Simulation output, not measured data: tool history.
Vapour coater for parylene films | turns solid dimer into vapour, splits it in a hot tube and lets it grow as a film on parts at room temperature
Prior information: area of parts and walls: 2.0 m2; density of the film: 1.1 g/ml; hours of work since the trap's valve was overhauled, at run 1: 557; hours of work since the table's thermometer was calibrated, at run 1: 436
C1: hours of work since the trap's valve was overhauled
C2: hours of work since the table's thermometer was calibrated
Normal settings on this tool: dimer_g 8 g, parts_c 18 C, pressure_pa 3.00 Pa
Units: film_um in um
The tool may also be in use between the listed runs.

Run 1, hour 0.0: usual settings; C1 557; C2 436. Result: film_um 1.80 um.
Run 2, hour 27.3: usual settings; C1 568; C2 447. Result: film_um 1.81 um.
Run 3, hour 76.9: usual settings; C1 589; C2 468. Result: film_um 1.81 um.
At hour 84.8: trap's valve overhauled.
Run 4, hour 130.7: usual settings but pressure_pa 5.64 Pa; C1 19; C2 488. Result: film_um 1.76 um.
Run 5, hour 174.2: usual settings but pressure_pa 5.64 Pa; C1 37; C2 506. Result: film_um 1.75 um.
Run 6, hour 216.4: usual settings; C1 54; C2 524. Result: film_um 1.89 um.
Run 7, hour 243.0: usual settings; C1 65; C2 535. Result: film_um 1.88 um.
Run 8, hour 278.4: usual settings; C1 80; C2 549. Result: film_um 1.91 um.
Run 9, hour 332.8: usual settings; C1 103; C2 572. Result: film_um 1.90 um.
Run 10, hour 384.1: usual settings; C1 124; C2 593. Result: film_um 1.88 um.
Run 11, hour 423.3: usual settings; C1 140; C2 609. Result: film_um 1.88 um.
Run 12, hour 455.9: usual settings; C1 154; C2 623. Result: film_um 1.87 um.
Run 13, hour 489.8: usual settings but dimer_g 11 g; C1 168; C2 637. Result: film_um 2.57 um.
Run 14, hour 519.4: usual settings; C1 180; C2 649. Result: film_um 1.90 um.
Run 15, hour 557.9: usual settings; C1 196; C2 665. Result: film_um 1.87 um.
Run 16, hour 595.5: usual settings but parts_c 25 C, pressure_pa 3.62 Pa; C1 211; C2 681. Result: film_um 1.36 um.
Run 17, hour 633.8: usual settings but parts_c 14 C; C1 227; C2 696. Result: film_um 2.22 um.
Run 18, hour 687.9: usual settings but parts_c 26 C; C1 250; C2 719. Result: film_um 1.33 um.
Run 19, hour 740.2: usual settings but parts_c 26 C; C1 271; C2 740. Result: film_um 1.31 um.
Run 20, hour 771.2: usual settings but parts_c 26 C; C1 284; C2 753. Result: film_um 1.30 um.
Run 21, hour 821.9: usual settings but parts_c 12 C, pressure_pa 6.63 Pa; C1 305; C2 774. Result: film_um 2.11 um.
Run 22, hour 852.4: usual settings but parts_c 12 C, pressure_pa 6.63 Pa; C1 318; C2 787. Result: film_um 2.13 um.
Run 23, hour 878.9: usual settings but dimer_g 3 g, parts_c 23 C, pressure_pa 2.31 Pa; C1 329; C2 798. Result: film_um 0.60 um.
Run 24, hour 907.6: usual settings but dimer_g 7 g, parts_c 11 C, pressure_pa 3.90 Pa; C1 341; C2 810. Result: film_um 2.08 um.
Run 25, hour 950.1: usual settings but dimer_g 11 g, parts_c 17 C; C1 358; C2 827. Result: film_um 2.60 um.
Run 26, hour 1000.7: usual settings but dimer_g 11 g, parts_c 17 C; C1 379; C2 848. Result: film_um 2.67 um.
Run 27, hour 1025.6: usual settings but dimer_g 6 g, pressure_pa 4.94 Pa; C1 389; C2 859. Result: film_um 1.29 um.

Forecast each of these 5 alternatives for the next run:
Run A, hour 1067.8: usual settings but dimer_g 9 g, parts_c 21 C, pressure_pa 4.94 Pa; C1 407; C2 876. Result: film_um ?.
Run B, hour 1067.8: usual settings but dimer_g 6 g, parts_c 23 C, pressure_pa 2.47 Pa; C1 407; C2 876. Result: film_um ?.
Run C, hour 1067.8: usual settings but dimer_g 6 g, pressure_pa 6.83 Pa; C1 407; C2 876. Result: film_um ?.
Run D, hour 1067.8: usual settings but dimer_g 6 g, parts_c 26 C, pressure_pa 4.39 Pa; C1 407; C2 876. Result: film_um ?.
Run E, hour 1067.8: usual settings but dimer_g 7 g, parts_c 20 C, pressure_pa 10.39 Pa; C1 407; C2 876. Result: film_um ?.

run  film_um
  A     1.64
  B     1.12
  C     1.20
  D     0.92
  E     1.24
Stripped of hidden state, with their random variation kept, the same runs would have yielded:
run  film_um
  A     1.77
  B     1.20
  C     1.30
  D     0.99
  E     1.33
